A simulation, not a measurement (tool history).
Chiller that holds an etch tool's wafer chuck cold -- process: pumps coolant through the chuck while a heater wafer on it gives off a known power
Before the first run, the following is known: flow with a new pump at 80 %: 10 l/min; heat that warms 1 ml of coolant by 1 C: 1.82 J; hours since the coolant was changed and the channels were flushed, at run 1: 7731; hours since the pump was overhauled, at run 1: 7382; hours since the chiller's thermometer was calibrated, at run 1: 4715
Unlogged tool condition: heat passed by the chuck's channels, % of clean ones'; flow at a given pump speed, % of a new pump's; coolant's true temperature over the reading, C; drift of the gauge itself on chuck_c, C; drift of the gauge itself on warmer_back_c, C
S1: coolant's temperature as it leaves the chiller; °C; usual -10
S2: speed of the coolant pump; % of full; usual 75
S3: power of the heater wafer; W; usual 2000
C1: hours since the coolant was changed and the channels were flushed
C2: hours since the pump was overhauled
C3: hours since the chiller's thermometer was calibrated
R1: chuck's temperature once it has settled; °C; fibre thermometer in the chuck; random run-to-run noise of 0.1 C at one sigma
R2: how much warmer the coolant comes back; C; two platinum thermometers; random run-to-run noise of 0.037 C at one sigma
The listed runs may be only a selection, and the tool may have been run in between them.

run,day,S1,S2,S3,C1,C2,C3,R1,R2
1,0.000,-10,75,2000,7731,7382,4715,19.8,7.77
2,8.196,-10,86,2000,7928,7579,4912,18.0,6.82
3,12.825,-10,86,1927,8039,7690,5023,16.9,6.62
4,20.754,-7,75,2000,8229,7880,5213,23.3,7.87
5,26.896,-19,75,2000,8377,8028,5361,11.4,7.86
6,31.079,-2,75,2000,8477,8128,5461,28.6,7.92
# day 38.417: coolant changed, channels flushed
7,39.404,-10,68,2000,24,8322,5655,16.4,8.76
# day 43.275: chiller's thermometer calibrated
8,44.508,-10,86,2000,145,8444,30,14.0,6.91
9,48.979,-10,61,2000,252,8551,137,18.9,9.79
10,54.954,-10,63,2000,396,8694,280,18.6,9.43
11,58.942,-10,63,2000,492,8790,376,18.5,9.48
# day 62.838: coolant pump overhauled
12,63.558,-10,72,2000,597,17,482,15.1,7.37
13,69.296,-10,75,2000,735,155,620,14.6,7.06
14,75.858,-10,75,2000,893,312,777,14.7,7.05
15,79.379,-5,75,2000,977,397,861,19.8,7.13
16,85.521,-5,75,2000,1124,544,1009,19.9,7.13
17,92.762,-19,73,1267,1298,718,1183,-2.9,4.68
18,97.546,-19,73,1267,1413,833,1297,-3.0,4.68
19,102.842,-3,76,1267,1540,960,1425,12.8,4.47
20,107.825,-8,76,1775,1660,1080,1544,14.2,6.27
21,116.067,-15,65,2206,1858,1278,1742,15.2,9.17
22,122.729,-15,90,2206,2017,1437,1902,10.3,6.61
23,128.450,-15,75,1108,2155,1575,2039,-0.9,4.02
24,132.629,-7,82,1596,2255,1675,2139,12.4,5.30
25,137.621,-6,84,2000,2375,1795,2259,18.2,6.48
26,145.075,-18,99,1419,2554,1974,2438,-2.1,3.90
27,148.617,0,75,1944,2639,2059,2523,25.0,7.05
28,154.662,0,75,1944,2784,2204,2668,25.0,7.11
29,158.762,-10,86,2706,2882,2302,2767,22.9,8.67
30,163.867,-10,86,2706,3005,2425,2889,22.9,8.59

What if the next run were any one of these 5? Each begins from the tool's condition after run 30:
A,169.546,-10,61,2706,3141,2561,3025,?,?
B,169.546,-10,70,2173,3141,2561,3025,?,?
C,169.546,-10,86,1322,3141,2561,3025,?,?
D,169.546,-10,75,1188,3141,2561,3025,?,?
E,169.546,-3,86,2495,3141,2561,3025,?,?

run,R1,R2
A,29.6,12.26
B,19.6,8.61
C,6.1,4.24
D,5.4,4.31
E,27.6,8.03
Without the tool's unlogged condition, the same runs would have read:
run,R1,R2
A,26.4,11.77
B,17.3,8.26
C,4.9,4.07
D,4.4,4.13
E,25.1,7.70
